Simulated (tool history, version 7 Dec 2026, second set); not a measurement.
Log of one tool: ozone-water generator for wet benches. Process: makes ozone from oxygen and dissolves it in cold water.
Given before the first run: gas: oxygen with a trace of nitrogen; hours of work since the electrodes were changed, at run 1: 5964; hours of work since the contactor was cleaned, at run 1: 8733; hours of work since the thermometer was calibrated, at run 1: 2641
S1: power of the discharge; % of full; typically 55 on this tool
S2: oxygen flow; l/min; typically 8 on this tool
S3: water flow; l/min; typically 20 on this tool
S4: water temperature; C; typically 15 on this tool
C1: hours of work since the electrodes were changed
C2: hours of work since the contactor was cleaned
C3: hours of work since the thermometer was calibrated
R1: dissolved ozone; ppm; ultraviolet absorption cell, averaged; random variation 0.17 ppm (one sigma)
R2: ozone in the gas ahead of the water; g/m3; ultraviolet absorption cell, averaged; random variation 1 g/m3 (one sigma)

run,hour,S1,S2,S3,S4,C1,C2,C3,R1,R2
1,0,55,8,20,15,5964,8733,2641,19.5,165.6
2,161.8,55,7.18,20,15,6116,8886,2793,19.8,178
3,258.5,55,7.18,20,15,6207,8977,2884,19.9,175.6
4,418.2,55,7.18,20,15,6357,9127,3035,19.7,178
5,515.9,55,7.18,20,15,6449,9219,3127,19.7,173.1
6,621.1,55,7.18,20,15,6548,9318,3225,19.6,175.4
7,765.7,55,8,29,15,6684,9454,3361,14.9,164.8
8,861.4,55,8,29,15,6774,9544,3452,14.7,164.8
9,970.9,55,8,29,15,6877,9647,3554,14.8,166.2
10,1063.3,55,8,29,15,6964,9734,3641,14.8,163.1
11,1171.7,55,8,20,9,7066,9836,3743,21.2,164.6
12,1284,55,8,20,9,7171,9941,3849,21.1,166
13,1400.3,55,8,20,9,7281,10051,3958,21.4,162.7
# hour 1436.3: contactor cleaned
14,1495.2,55,8,20,9,7366,55,4044,23.7,163
15,1588.7,55,8,20,9,7454,143,4132,23.9,164.4
16,1676.8,55,8,17,9,7537,226,4215,26.1,164.4

For run 17, what comes out?
17,1845.8,55,8,17,9,7696,385,4374,?,?

R1: 26.3 ppm
R2: 162.8 g/m3
With the hidden condition absent and the run-to-run variation left alone, this run would have shown R1 28.6 ppm, R2 174.9 g/m3.
